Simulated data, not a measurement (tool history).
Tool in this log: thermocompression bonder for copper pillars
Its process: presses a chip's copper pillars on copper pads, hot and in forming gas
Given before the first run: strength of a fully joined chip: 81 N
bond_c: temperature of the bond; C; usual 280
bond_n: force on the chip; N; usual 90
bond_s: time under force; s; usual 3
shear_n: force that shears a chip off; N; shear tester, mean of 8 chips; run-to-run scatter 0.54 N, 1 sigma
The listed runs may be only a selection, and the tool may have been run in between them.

run   hour  bond_c  bond_n  bond_s  shear_n
  1      0     280      90       3       29
  2    5.2     280      90       3       29
  3   14.3     280      90       3     28.9
  4   20.3     280      90       3     28.6
  5   27.2     280      90       2     23.9
  6   31.8     257      90       3     21.6
  7   38.2     257      90       3       22
  8   46.7     257      90       3     22.3
  9   52.3     280     124       3     39.5
 10   57.3     280     124       3     38.7
 11   62.7     280      90       3     28.6
 12   69.9     280      90       3     28.6
 13   79.3     280      90       3     28.4
 14   87.2     280      90       3     28.5
 15   92.8     276      90       2     22.6
 16   99.5     291     113       2     34.9
     101.5  -- force cell calibrated
 17  108.9     291     113       2     33.9
 18  113.4     290     108       3     37.9
 19  122.7     272      90       3     25.9
 20    131     260     102       2     21.3
 21  139.8     260     102       2     20.6
     147.8  -- force cell calibrated, once more
 22  151.1     265     127       3     34.6
 23  159.9     265     127       3     32.9
 24  165.1     280      90       2     23.8
 25  173.1     280      90       2     23.6
 26    181     280      90       2     23.4

Below, some changes in shear_n between adjacent runs. For each, the amount present without the hidden state too (settings, incoming material, random variation) and the amount remaining for the hidden state with gauge scatter not shared by both compared results:
Unlogged tool condition in this case: true temperature of the bond over the reading, C; force that reaches the chip, % of what is set; oxide that the forming gas leaves, % of the face; drift of the gauge itself on shear_n, %.
Run 8 -> 9: bond_c 257 -> 280, bond_n 90 -> 124. shear_n +17.2 N: hidden state -0.7, all else +17.9.
Run 15 -> 16: bond_c 276 -> 291, bond_n 90 -> 113. shear_n +12.3 N: hidden state -0.5, all else +12.8.
Run 21 -> 22: bond_c 260 -> 265, bond_n 102 -> 127, bond_s 2 -> 3, force cell calibrated, once more. shear_n +14 N: hidden state -0.5, all else +14.5.
